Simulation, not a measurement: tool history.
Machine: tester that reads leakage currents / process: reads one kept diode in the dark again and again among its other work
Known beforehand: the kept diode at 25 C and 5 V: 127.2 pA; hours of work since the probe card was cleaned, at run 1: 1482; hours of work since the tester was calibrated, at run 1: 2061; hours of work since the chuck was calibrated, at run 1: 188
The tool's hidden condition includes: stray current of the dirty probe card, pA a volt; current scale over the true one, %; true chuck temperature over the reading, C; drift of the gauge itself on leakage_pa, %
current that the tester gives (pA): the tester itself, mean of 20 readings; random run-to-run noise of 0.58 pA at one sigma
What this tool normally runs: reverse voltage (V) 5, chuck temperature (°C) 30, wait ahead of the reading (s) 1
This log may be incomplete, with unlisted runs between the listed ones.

run    hour  reverse voltage (V)  chuck temperature (°C)  wait ahead of the reading (s)  hours of work since the probe card was cleaned  hours of work since the tester was calibrated  hours of work since the chuck was calibrated  current that the tester gives (pA)
  1       0                    5                      30                              1                                            1482                                           2061                                           188                              202.23
  2   134.3                    5                      30                              1                                            1576                                           2155                                           282                              204.61
  3   211.1                    5                      30                              1                                            1630                                           2209                                           336                              205.05
  4   346.3                    5                      41                              1                                            1724                                           2304                                           431                              469.15
  5   432.3                    5                      41                              1                                            1785                                           2364                                           491                               470.8
  6   541.1                    5                      41                              1                                            1861                                           2440                                           567                               472.8
  7   673.3                    5                      41                              1                                            1953                                           2533                                           660                              476.71
  8     754                    5                      41                              1                                            2010                                           2589                                           716                              475.77
  9     890                 3.64                      32                           3.73                                            2105                                           2685                                           812                              213.36
      947.5  -- chuck's temperature calibrated
 10    1017                    5                      38                           1.15                                            2193                                           2772                                            49                              366.35
 11  1121.3                 4.07                      30                           1.56                                            2266                                           2845                                           122                              182.95
 12  1181.2                 4.07                      30                           1.56                                            2308                                           2887                                           164                               184.1
 13  1300.3                11.87                      47                           1.56                                            2391                                           2971                                           247                             1016.19
 14    1423                 2.48                      46                           0.45                                            2477                                           3057                                           333                              495.15
 15  1495.1                 2.48                      40                           0.45                                            2528                                           3107                                           384                              322.72

Each row is a separate what-if for the run after 15, all from the same tool condition, not one after another. Results?
  A  1602.8                12.63                      53                           1.12                                            2603                                           3183                                           459                                   ?
  B  1602.8                    5                      30                           0.41                                            2603                                           3183                                           459                                   ?
  C  1602.8                 6.69                      45                            3.1                                            2603                                           3183                                           459                                   ?
  D  1602.8                    5                      30                           1.54                                            2603                                           3183                                           459                                   ?
  E  1602.8                 2.48                      32                            1.2                                            2603                                           3183                                           459                                   ?

run  current that the tester gives (pA)
  A                             1599.35
  B                              208.78
  C                              700.56
  D                              205.59
  E                               177.2
Without the tool's unlogged condition, the same runs would have read:
run  current that the tester gives (pA)
  A                             1559.11
  B                              196.11
  C                              679.89
  D                              192.88
  E                              170.06
